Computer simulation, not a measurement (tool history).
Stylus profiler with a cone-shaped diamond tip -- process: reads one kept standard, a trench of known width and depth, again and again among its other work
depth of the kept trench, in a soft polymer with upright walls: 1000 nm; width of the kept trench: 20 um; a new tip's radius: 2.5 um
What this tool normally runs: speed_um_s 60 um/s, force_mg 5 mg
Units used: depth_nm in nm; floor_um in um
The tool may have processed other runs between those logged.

{"run": 1, "hour": 0.0, "speed_um_s": 60, "force_mg": 5, "depth_nm": 1010.74, "floor_um": 15.93}
{"run": 2, "hour": 49.9, "speed_um_s": 60, "force_mg": 5, "depth_nm": 1010.8, "floor_um": 15.88}
{"run": 3, "hour": 140.1, "speed_um_s": 60, "force_mg": 5, "depth_nm": 1011.33, "floor_um": 15.85}
{"run": 4, "hour": 225.9, "speed_um_s": 60, "force_mg": 5, "depth_nm": 1010.99, "floor_um": 15.9}
{"run": 5, "hour": 268.5, "speed_um_s": 60, "force_mg": 5, "depth_nm": 1010.81, "floor_um": 15.89}
{"run": 6, "hour": 340.8, "speed_um_s": 60, "force_mg": 3.57, "depth_nm": 1008.83, "floor_um": 15.89}
{"run": 7, "hour": 429.7, "speed_um_s": 26, "force_mg": 5, "depth_nm": 1010.79, "floor_um": 15.95}
{"run": 8, "hour": 474.1, "speed_um_s": 60, "force_mg": 5, "depth_nm": 1010.42, "floor_um": 15.84}
{"run": 9, "hour": 519.3, "speed_um_s": 130, "force_mg": 5, "depth_nm": 1010.6, "floor_um": 15.78}
{"run": 10, "hour": 613.3, "speed_um_s": 130, "force_mg": 5, "depth_nm": 1010.58, "floor_um": 15.7}
{"hour": 646.7, "done": "new tip fitted, height scale calibrated"}
{"run": 11, "hour": 708.0, "speed_um_s": 130, "force_mg": 5, "depth_nm": 1011.09, "floor_um": 15.75}
{"run": 12, "hour": 809.2, "speed_um_s": 130, "force_mg": 5, "depth_nm": 1010.78, "floor_um": 15.77}
{"run": 13, "hour": 894.6, "speed_um_s": 141, "force_mg": 5, "depth_nm": 1010.82, "floor_um": 15.72}
{"run": 14, "hour": 949.3, "speed_um_s": 60, "force_mg": 5, "depth_nm": 1010.97, "floor_um": 15.85}
{"run": 15, "hour": 1028.0, "speed_um_s": 60, "force_mg": 5, "depth_nm": 1010.69, "floor_um": 15.91}
{"run": 16, "hour": 1110.0, "speed_um_s": 60, "force_mg": 5, "depth_nm": 1011.22, "floor_um": 15.84}
{"run": 17, "hour": 1179.9, "speed_um_s": 60, "force_mg": 5, "depth_nm": 1010.74, "floor_um": 15.88}
{"run": 18, "hour": 1235.3, "speed_um_s": 60, "force_mg": 5, "depth_nm": 1010.78, "floor_um": 15.89}
{"run": 19, "hour": 1320.1, "speed_um_s": 60, "force_mg": 5, "depth_nm": 1010.87, "floor_um": 15.92}
{"run": 20, "hour": 1391.8, "speed_um_s": 72, "force_mg": 5, "depth_nm": 1011.21, "floor_um": 15.85}
{"run": 21, "hour": 1436.1, "speed_um_s": 72, "force_mg": 5, "depth_nm": 1011, "floor_um": 15.86}
{"run": 22, "hour": 1510.1, "speed_um_s": 72, "force_mg": 5, "depth_nm": 1010.84, "floor_um": 15.89}
{"run": 23, "hour": 1591.7, "speed_um_s": 72, "force_mg": 5, "depth_nm": 1011.03, "floor_um": 15.87}
{"run": 24, "hour": 1689.8, "speed_um_s": 145, "force_mg": 4.76, "depth_nm": 1010.5, "floor_um": 15.68}
{"run": 25, "hour": 1744.9, "speed_um_s": 145, "force_mg": 4.76, "depth_nm": 1010.94, "floor_um": 15.69}
{"run": 26, "hour": 1815.8, "speed_um_s": 145, "force_mg": 4.76, "depth_nm": 1010.64, "floor_um": 15.72}
{"run": 27, "hour": 1890.5, "speed_um_s": 57, "force_mg": 11.48, "depth_nm": 1019.34, "floor_um": 15.87}
{"run": 28, "hour": 1956.4, "speed_um_s": 174, "force_mg": 4.37, "depth_nm": 1010.21, "floor_um": 15.69}
{"run": 29, "hour": 2040.3, "speed_um_s": 125, "force_mg": 1.99, "depth_nm": 1005.93, "floor_um": 15.55}
{"run": 30, "hour": 2134.0, "speed_um_s": 25, "force_mg": 2.2, "depth_nm": 1006.28, "floor_um": 15.95}
{"run": 31, "hour": 2187.5, "speed_um_s": 42, "force_mg": 3.13, "depth_nm": 1008.32, "floor_um": 15.9}
{"run": 32, "hour": 2237.7, "speed_um_s": 41, "force_mg": 4.54, "depth_nm": 1009.82, "floor_um": 15.89}
{"run": 33, "hour": 2336.7, "speed_um_s": 33, "force_mg": 2.42, "depth_nm": 1006.74, "floor_um": 15.92}
{"run": 34, "hour": 2430.4, "speed_um_s": 33, "force_mg": 2.42, "depth_nm": 1006.83, "floor_um": 15.89}
{"hour": 2451.0, "done": "new tip fitted, height scale calibrated"}
{"run": 35, "hour": 2527.4, "speed_um_s": 15, "force_mg": 8.4, "depth_nm": 1015.18, "floor_um": 16}
{"run": 36, "hour": 2610.9, "speed_um_s": 60, "force_mg": 5.68, "depth_nm": 1011.85, "floor_um": 15.89}
{"run": 37, "hour": 2710.5, "speed_um_s": 60, "force_mg": 5.68, "depth_nm": 1012.27, "floor_um": 15.9}
{"run": 38, "hour": 2753.1, "speed_um_s": 60, "force_mg": 5.68, "depth_nm": 1012.03, "floor_um": 15.91}
{"run": 39, "hour": 2845.1, "speed_um_s": 81, "force_mg": 11.38, "depth_nm": 1018.82, "floor_um": 15.92}
{"run": 40, "hour": 2938.8, "speed_um_s": 196, "force_mg": 4.56, "depth_nm": 1009.97, "floor_um": 15.61}
{"run": 41, "hour": 2995.9, "speed_um_s": 196, "force_mg": 4.56, "depth_nm": 1010.17, "floor_um": 15.62}
{"run": 42, "hour": 3080.5, "speed_um_s": 40, "force_mg": 3.28, "depth_nm": 1008.44, "floor_um": 15.9}
{"run": 43, "hour": 3128.2, "speed_um_s": 40, "force_mg": 3.28, "depth_nm": 1008.35, "floor_um": 15.85}
{"run": 44, "hour": 3219.1, "speed_um_s": 23, "force_mg": 5.62, "depth_nm": 1011.51, "floor_um": 15.95}
{"run": 45, "hour": 3311.8, "speed_um_s": 235, "force_mg": 4.58, "depth_nm": 1010.17, "floor_um": 15.52}
{"run": 46, "hour": 3388.6, "speed_um_s": 22, "force_mg": 5, "depth_nm": 1010.88, "floor_um": 15.97}

Here are 3 independent what-if runs from the current tool condition. What would each one return?
{"run": "A", "hour": 3486.6, "speed_um_s": 58, "force_mg": 13.52, "depth_nm": "?", "floor_um": "?"}
{"run": "B", "hour": 3486.6, "speed_um_s": 83, "force_mg": 2.55, "depth_nm": "?", "floor_um": "?"}
{"run": "C", "hour": 3486.6, "speed_um_s": 31, "force_mg": 3.68, "depth_nm": "?", "floor_um": "?"}

run=A depth_nm=1020.92 floor_um=15.94
run=B depth_nm=1007.41 floor_um=15.82
run=C depth_nm=1009.13 floor_um=15.93
Stripped of hidden state, with their random variation kept, the same runs would have yielded:
run=A depth_nm=1020.93 floor_um=15.96
run=B depth_nm=1007.42 floor_um=15.84
run=C depth_nm=1009.14 floor_um=15.94

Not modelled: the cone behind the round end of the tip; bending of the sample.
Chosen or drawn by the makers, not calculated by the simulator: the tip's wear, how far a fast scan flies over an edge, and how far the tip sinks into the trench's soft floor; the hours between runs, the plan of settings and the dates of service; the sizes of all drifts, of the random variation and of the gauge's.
